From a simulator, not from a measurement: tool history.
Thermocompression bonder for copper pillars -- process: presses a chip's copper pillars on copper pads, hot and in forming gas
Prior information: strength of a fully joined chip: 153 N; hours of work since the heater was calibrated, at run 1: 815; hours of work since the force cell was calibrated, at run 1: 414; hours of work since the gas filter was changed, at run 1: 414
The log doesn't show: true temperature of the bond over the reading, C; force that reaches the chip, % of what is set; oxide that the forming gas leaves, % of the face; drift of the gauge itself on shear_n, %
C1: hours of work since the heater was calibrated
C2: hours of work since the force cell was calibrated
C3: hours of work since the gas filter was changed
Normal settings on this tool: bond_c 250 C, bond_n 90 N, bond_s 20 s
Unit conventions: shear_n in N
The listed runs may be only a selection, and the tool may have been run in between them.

Run 1, hour 0: usual settings; C1 815; C2 414; C3 414. Result: shear_n 94.5 N.
At hour 15.9: forming gas filter changed.
Run 2, hour 84.1: usual settings; C1 868; C2 467; C3 44. Result: shear_n 102 N.
At hour 120.5: heater calibrated with a thermocouple chip.
Run 3, hour 172.8: usual settings but bond_s 13 s; C1 33; C2 523; C3 99. Result: shear_n 92 N.
Run 4, hour 234.2: usual settings but bond_c 235 C, bond_s 13 s; C1 72; C2 562; C3 138. Result: shear_n 80.6 N.
Run 5, hour 280.3: usual settings; C1 102; C2 591; C3 167. Result: shear_n 103 N.
Run 6, hour 333: usual settings but bond_s 16 s; C1 136; C2 625; C3 201. Result: shear_n 95.8 N.
Run 7, hour 404.5: usual settings but bond_s 16 s; C1 181; C2 670; C3 247. Result: shear_n 94.4 N.
Run 8, hour 462.8: usual settings but bond_s 16 s; C1 218; C2 707; C3 284. Result: shear_n 95.6 N.
Run 9, hour 502.4: usual settings but bond_c 226 C, bond_n 117 N, bond_s 16 s; C1 244; C2 733; C3 309. Result: shear_n 95.4 N.
Run 10, hour 583.1: usual settings but bond_n 56 N, bond_s 54 s; C1 295; C2 784; C3 361. Result: shear_n 98.1 N.
Run 11, hour 631.4: usual settings but bond_s 10 s; C1 326; C2 815; C3 391. Result: shear_n 83.6 N.
At hour 646: heater calibrated with a thermocouple chip, once more.
At hour 684.4: forming gas filter changed.
Run 12, hour 723.9: usual settings but bond_c 274 C, bond_n 122 N, bond_s 11 s; C1 49; C2 872; C3 25. Result: shear_n 111.5 N.
Run 13, hour 804.7: usual settings but bond_n 70 N, bond_s 12 s; C1 101; C2 924; C3 77. Result: shear_n 63.7 N.
Run 14, hour 866.9: usual settings but bond_n 70 N, bond_s 12 s; C1 141; C2 964; C3 116. Result: shear_n 61.9 N.
Run 15, hour 904.9: usual settings but bond_n 94 N, bond_s 23 s; C1 165; C2 988; C3 141. Result: shear_n 98.2 N.
Run 16, hour 963.7: usual settings but bond_n 81 N; C1 202; C2 1025; C3 178. Result: shear_n 85.4 N.

How the hidden state differs across the entries between the runs, from the last listed run before each to the first after it:
In the gap between runs 1 and 2: forming gas filter changed (hour 15.9)
  true temperature of the bond over the reading, C: 11.5 -> 12.2; force that reaches the chip, % of what is set: 97.8 -> 97.6; oxide that the forming gas leaves, % of the face: 6.95 -> 1.17
  measured minus no-state result, shear_n: +0.5 -> +6.9 N
In the gap between runs 2 and 3: heater calibrated with a thermocouple chip (hour 120.5)
  true temperature of the bond over the reading, C: 12.2 -> 15.1; force that reaches the chip, % of what is set: 97.6 -> 97.3; oxide that the forming gas leaves, % of the face: 1.17 -> 2.03
  measured minus no-state result, shear_n: +6.9 -> +8.1 N
In the gap between runs 11 and 12: heater calibrated with a thermocouple chip, once more (hour 646); forming gas filter changed (hour 684.4)
  true temperature of the bond over the reading, C: 19.5 -> 1; force that reaches the chip, % of what is set: 96 -> 95.7; oxide that the forming gas leaves, % of the face: 6.52 -> 0.96
  measured minus no-state result, shear_n: +6.3 -> -2.6 N
